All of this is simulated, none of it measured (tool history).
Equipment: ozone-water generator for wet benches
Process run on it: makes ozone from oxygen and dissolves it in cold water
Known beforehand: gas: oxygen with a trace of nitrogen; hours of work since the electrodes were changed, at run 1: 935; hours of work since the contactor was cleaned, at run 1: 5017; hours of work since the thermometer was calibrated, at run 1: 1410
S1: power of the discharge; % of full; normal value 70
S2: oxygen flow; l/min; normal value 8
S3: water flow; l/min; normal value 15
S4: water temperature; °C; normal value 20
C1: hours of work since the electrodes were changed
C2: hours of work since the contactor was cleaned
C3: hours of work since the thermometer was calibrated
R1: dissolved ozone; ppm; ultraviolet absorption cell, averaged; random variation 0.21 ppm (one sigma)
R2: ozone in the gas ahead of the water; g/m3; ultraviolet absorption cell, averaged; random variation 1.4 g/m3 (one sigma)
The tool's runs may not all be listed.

run 1 hour=0 | S1=70 S2=8 S3=15 S4=20 | C1=935 C2=5017 C3=1410 | R1=29.4 R2=256.3
run 2 hour=55.6 | S1=70 S2=8 S3=20 S4=20 | C1=973 C2=5055 C3=1448 | R1=23.9 R2=257.1
run 3 hour=89.5 | S1=70 S2=8 S3=20 S4=20 | C1=996 C2=5078 C3=1471 | R1=23.8 R2=255.8
run 4 hour=114.7 | S1=70 S2=8 S3=20 S4=20 | C1=1013 C2=5095 C3=1488 | R1=24.2 R2=255.5
run 5 hour=176.2 | S1=70 S2=8 S3=15 S4=23 | C1=1055 C2=5137 C3=1529 | R1=27.6 R2=257
run 6 hour=237.5 | S1=45 S2=8 S3=15 S4=20 | C1=1097 C2=5179 C3=1571 | R1=21.4 R2=188.2
run 7 hour=279.5 | S1=70 S2=8 S3=9 S4=20 | C1=1125 C2=5207 C3=1599 | R1=39.1 R2=255.5
run 8 hour=305.1 | S1=70 S2=8 S3=23 S4=20 | C1=1142 C2=5224 C3=1617 | R1=21.7 R2=254
run 9 hour=362.5 | S1=70 S2=8 S3=23 S4=20 | C1=1181 C2=5263 C3=1656 | R1=21.7 R2=256.1
run 10 hour=396.1 | S1=70 S2=8 S3=23 S4=20 | C1=1204 C2=5286 C3=1679 | R1=21.5 R2=257.1
-- hour=400.4 water thermometer calibrated
run 11 hour=422.3 | S1=79 S2=12.33 S3=10 S4=16 | C1=1222 C2=5304 C3=15 | R1=41.4 R2=234
run 12 hour=463.6 | S1=70 S2=6.31 S3=15 S4=20 | C1=1250 C2=5332 C3=43 | R1=29.4 R2=280.2
run 13 hour=500.4 | S1=70 S2=6.31 S3=14 S4=20 | C1=1275 C2=5357 C3=68 | R1=30.6 R2=281.5
-- hour=548.7 water thermometer calibrated, once more
run 14 hour=559.3 | S1=70 S2=6.31 S3=14 S4=20 | C1=1314 C2=5396 C3=7 | R1=30.7 R2=280.4
run 15 hour=598.8 | S1=66 S2=6.31 S3=13 S4=23 | C1=1341 C2=5423 C3=34 | R1=29 R2=268.3

Run 16 is up next; what results do you expect?
run 16 hour=638.7 | S1=51 S2=6.31 S3=10 S4=22 | C1=1368 C2=5450 C3=61 | R1=? R2=?

R1: 29.5 ppm
R2: 223.5 g/m3
If the tool had no hidden condition, the same run with the same run-to-run variation would have returned R1 30.4 ppm, R2 224.5 g/m3.
